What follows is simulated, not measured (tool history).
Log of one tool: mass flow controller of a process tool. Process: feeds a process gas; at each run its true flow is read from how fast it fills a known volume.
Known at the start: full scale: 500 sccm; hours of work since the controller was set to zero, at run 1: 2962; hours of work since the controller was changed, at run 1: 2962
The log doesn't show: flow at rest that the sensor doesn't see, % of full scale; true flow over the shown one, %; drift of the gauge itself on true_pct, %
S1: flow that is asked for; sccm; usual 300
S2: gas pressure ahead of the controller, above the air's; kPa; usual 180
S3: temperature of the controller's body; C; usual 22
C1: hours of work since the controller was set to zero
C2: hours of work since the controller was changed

Run 1, day 0.000: usual settings; C1 2962; C2 2962. Result: true flow (%) 98.36.
Run 2, day 17.133: usual settings; C1 3264; C2 3264. Result: true flow (%) 98.44.
Run 3, day 29.408: usual settings; C1 3481; C2 3481. Result: true flow (%) 98.35.
Run 4, day 51.917: usual settings; C1 3878; C2 3878. Result: true flow (%) 98.34.
Run 5, day 69.775: usual settings but S3 33 C; C1 4193; C2 4193. Result: true flow (%) 99.71.
Run 6, day 83.638: usual settings but S3 33 C; C1 4438; C2 4438. Result: true flow (%) 99.76.
Run 7, day 101.962: usual settings but S3 33 C; C1 4762; C2 4762. Result: true flow (%) 99.54.
Run 8, day 118.525: usual settings but S3 33 C; C1 5054; C2 5054. Result: true flow (%) 99.59.
Run 9, day 128.708: usual settings but S1 63 sccm, S3 28 C; C1 5234; C2 5234. Result: true flow (%) 93.32.
Run 10, day 148.754: usual settings but S2 181 kPa, S3 27 C; C1 5588; C2 5588. Result: true flow (%) 99.00.
Run 11, day 159.646: usual settings but S2 181 kPa, S3 27 C; C1 5780; C2 5780. Result: true flow (%) 98.87.
Run 12, day 169.900: usual settings but S1 58 sccm, S2 239 kPa, S3 24 C; C1 5961; C2 5961. Result: true flow (%) 91.80.
Run 13, day 189.825: usual settings but S1 52 sccm, S2 158 kPa, S3 24 C; C1 6313; C2 6313. Result: true flow (%) 90.28.

The next listed run, before its measurement:
Run 14, day 202.988: usual settings but S1 52 sccm, S2 158 kPa, S3 24 C; C1 6545; C2 6545. Result: true flow (%) ?.

{"run 14": {"true flow (%)": 90.18}}
Without the tool's hidden state the same run would have given true flow (%) 97.42.
